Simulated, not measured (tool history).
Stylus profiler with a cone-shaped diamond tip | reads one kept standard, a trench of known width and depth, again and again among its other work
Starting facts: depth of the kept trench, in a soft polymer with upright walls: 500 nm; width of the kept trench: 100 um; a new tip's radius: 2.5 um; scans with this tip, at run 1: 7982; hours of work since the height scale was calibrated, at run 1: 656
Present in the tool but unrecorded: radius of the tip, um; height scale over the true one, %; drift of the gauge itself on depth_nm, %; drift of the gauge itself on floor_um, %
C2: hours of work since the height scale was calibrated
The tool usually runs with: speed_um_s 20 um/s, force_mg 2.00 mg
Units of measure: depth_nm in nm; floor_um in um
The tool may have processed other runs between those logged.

{"run": 1, "hour": 0.0, "speed_um_s": 20, "force_mg": 2.0, "scans with this tip": 7982, "C2": 656, "depth_nm": 503.5, "floor_um": 94.35}
{"run": 2, "hour": 11.1, "speed_um_s": 20, "force_mg": 2.0, "scans with this tip": 8043, "C2": 661, "depth_nm": 503.43, "floor_um": 94.34}
{"run": 3, "hour": 21.7, "speed_um_s": 20, "force_mg": 1.3, "scans with this tip": 8101, "C2": 666, "depth_nm": 502.06, "floor_um": 94.36}
{"run": 4, "hour": 32.1, "speed_um_s": 20, "force_mg": 1.3, "scans with this tip": 8158, "C2": 670, "depth_nm": 501.82, "floor_um": 94.3}
{"run": 5, "hour": 40.5, "speed_um_s": 20, "force_mg": 5.58, "scans with this tip": 8204, "C2": 674, "depth_nm": 508.33, "floor_um": 94.36}
{"hour": 48.9, "done": "new tip fitted, height scale calibrated"}
{"run": 6, "hour": 55.5, "speed_um_s": 20, "force_mg": 2.0, "scans with this tip": 37, "C2": 3, "depth_nm": 505.26, "floor_um": 96.98}
{"run": 7, "hour": 68.8, "speed_um_s": 20, "force_mg": 2.0, "scans with this tip": 109, "C2": 9, "depth_nm": 504.94, "floor_um": 96.94}
{"run": 8, "hour": 78.1, "speed_um_s": 20, "force_mg": 2.0, "scans with this tip": 160, "C2": 13, "depth_nm": 505.19, "floor_um": 96.91}
{"run": 9, "hour": 89.4, "speed_um_s": 20, "force_mg": 2.0, "scans with this tip": 222, "C2": 18, "depth_nm": 505.36, "floor_um": 96.84}
{"run": 10, "hour": 98.4, "speed_um_s": 20, "force_mg": 2.0, "scans with this tip": 272, "C2": 22, "depth_nm": 505.19, "floor_um": 96.82}
{"run": 11, "hour": 108.1, "speed_um_s": 20, "force_mg": 2.0, "scans with this tip": 325, "C2": 27, "depth_nm": 505.22, "floor_um": 96.79}
{"run": 12, "hour": 120.6, "speed_um_s": 20, "force_mg": 2.0, "scans with this tip": 393, "C2": 32, "depth_nm": 505.03, "floor_um": 96.77}
{"run": 13, "hour": 135.9, "speed_um_s": 20, "force_mg": 0.81, "scans with this tip": 477, "C2": 39, "depth_nm": 502.77, "floor_um": 96.75}
{"run": 14, "hour": 144.2, "speed_um_s": 18, "force_mg": 0.81, "scans with this tip": 523, "C2": 43, "depth_nm": 502.62, "floor_um": 96.77}
{"run": 15, "hour": 158.0, "speed_um_s": 18, "force_mg": 0.81, "scans with this tip": 599, "C2": 49, "depth_nm": 502.63, "floor_um": 96.63}
{"run": 16, "hour": 164.8, "speed_um_s": 18, "force_mg": 0.81, "scans with this tip": 636, "C2": 52, "depth_nm": 502.88, "floor_um": 96.65}
{"run": 17, "hour": 174.1, "speed_um_s": 21, "force_mg": 0.81, "scans with this tip": 686, "C2": 56, "depth_nm": 502.78, "floor_um": 96.61}
{"run": 18, "hour": 181.0, "speed_um_s": 21, "force_mg": 0.81, "scans with this tip": 724, "C2": 59, "depth_nm": 502.97, "floor_um": 96.6}
{"run": 19, "hour": 195.1, "speed_um_s": 21, "force_mg": 0.81, "scans with this tip": 802, "C2": 66, "depth_nm": 502.73, "floor_um": 96.62}
{"run": 20, "hour": 208.7, "speed_um_s": 21, "force_mg": 0.81, "scans with this tip": 876, "C2": 72, "depth_nm": 502.63, "floor_um": 96.53}
{"run": 21, "hour": 222.9, "speed_um_s": 21, "force_mg": 0.81, "scans with this tip": 954, "C2": 78, "depth_nm": 502.71, "floor_um": 96.52}
{"run": 22, "hour": 235.1, "speed_um_s": 21, "force_mg": 0.81, "scans with this tip": 1021, "C2": 84, "depth_nm": 502.6, "floor_um": 96.48}
{"run": 23, "hour": 246.6, "speed_um_s": 20, "force_mg": 1.51, "scans with this tip": 1084, "C2": 89, "depth_nm": 503.91, "floor_um": 96.55}
{"run": 24, "hour": 255.6, "speed_um_s": 20, "force_mg": 1.33, "scans with this tip": 1134, "C2": 93, "depth_nm": 503.93, "floor_um": 96.48}
{"run": 25, "hour": 267.7, "speed_um_s": 30, "force_mg": 2.16, "scans with this tip": 1200, "C2": 99, "depth_nm": 505.37, "floor_um": 96.46}
{"run": 26, "hour": 279.7, "speed_um_s": 32, "force_mg": 0.72, "scans with this tip": 1265, "C2": 104, "depth_nm": 502.35, "floor_um": 96.38}
{"run": 27, "hour": 289.5, "speed_um_s": 32, "force_mg": 1.1, "scans with this tip": 1319, "C2": 108, "depth_nm": 503.11, "floor_um": 96.36}
{"run": 28, "hour": 299.2, "speed_um_s": 15, "force_mg": 1.29, "scans with this tip": 1372, "C2": 113, "depth_nm": 503.73, "floor_um": 96.39}
{"run": 29, "hour": 309.2, "speed_um_s": 28, "force_mg": 1.85, "scans with this tip": 1427, "C2": 117, "depth_nm": 504.64, "floor_um": 96.32}
{"run": 30, "hour": 324.4, "speed_um_s": 20, "force_mg": 1.94, "scans with this tip": 1510, "C2": 124, "depth_nm": 504.84, "floor_um": 96.4}
{"run": 31, "hour": 338.4, "speed_um_s": 11, "force_mg": 1.05, "scans with this tip": 1587, "C2": 130, "depth_nm": 503.03, "floor_um": 96.35}
{"run": 32, "hour": 345.7, "speed_um_s": 20, "force_mg": 1.87, "scans with this tip": 1627, "C2": 134, "depth_nm": 504.58, "floor_um": 96.26}
{"run": 33, "hour": 355.0, "speed_um_s": 20, "force_mg": 1.87, "scans with this tip": 1678, "C2": 138, "depth_nm": 504.69, "floor_um": 96.27}
{"run": 34, "hour": 361.6, "speed_um_s": 20, "force_mg": 1.87, "scans with this tip": 1714, "C2": 141, "depth_nm": 504.73, "floor_um": 96.24}
{"run": 35, "hour": 371.3, "speed_um_s": 63, "force_mg": 0.98, "scans with this tip": 1767, "C2": 145, "depth_nm": 502.59, "floor_um": 96.02}
{"run": 36, "hour": 379.4, "speed_um_s": 17, "force_mg": 0.74, "scans with this tip": 1812, "C2": 149, "depth_nm": 502.48, "floor_um": 96.24}
{"run": 37, "hour": 389.1, "speed_um_s": 17, "force_mg": 0.74, "scans with this tip": 1865, "C2": 153, "depth_nm": 502.3, "floor_um": 96.16}
{"run": 38, "hour": 399.3, "speed_um_s": 42, "force_mg": 3.7, "scans with this tip": 1921, "C2": 158, "depth_nm": 507.66, "floor_um": 96.11}
{"run": 39, "hour": 408.5, "speed_um_s": 12, "force_mg": 2.15, "scans with this tip": 1971, "C2": 162, "depth_nm": 505.28, "floor_um": 96.19}
{"run": 40, "hour": 421.1, "speed_um_s": 25, "force_mg": 2.15, "scans with this tip": 2040, "C2": 168, "depth_nm": 505.31, "floor_um": 96.14}
{"run": 41, "hour": 427.9, "speed_um_s": 25, "force_mg": 2.15, "scans with this tip": 2078, "C2": 171, "depth_nm": 505.0, "floor_um": 96.13}
{"run": 42, "hour": 437.2, "speed_um_s": 43, "force_mg": 1.54, "scans with this tip": 2129, "C2": 175, "depth_nm": 503.82, "floor_um": 96.04}
{"run": 43, "hour": 445.1, "speed_um_s": 16, "force_mg": 2.0, "scans with this tip": 2172, "C2": 178, "depth_nm": 504.86, "floor_um": 96.12}
{"run": 44, "hour": 452.0, "speed_um_s": 30, "force_mg": 2.22, "scans with this tip": 2210, "C2": 182, "depth_nm": 505.4, "floor_um": 96.01}

Run 45 is up next; what results do you expect?
{"run": 45, "hour": 460.3, "speed_um_s": 23, "force_mg": 0.67, "scans with this tip": 2255, "C2": 185, "depth_nm": "?", "floor_um": "?"}

depth_nm: 501.89 nm
floor_um: 95.98 um
Take away the tool's hidden state, keep the run-to-run variation as it was, and the same run would have given depth_nm 502.29 nm, floor_um 96.86 um.
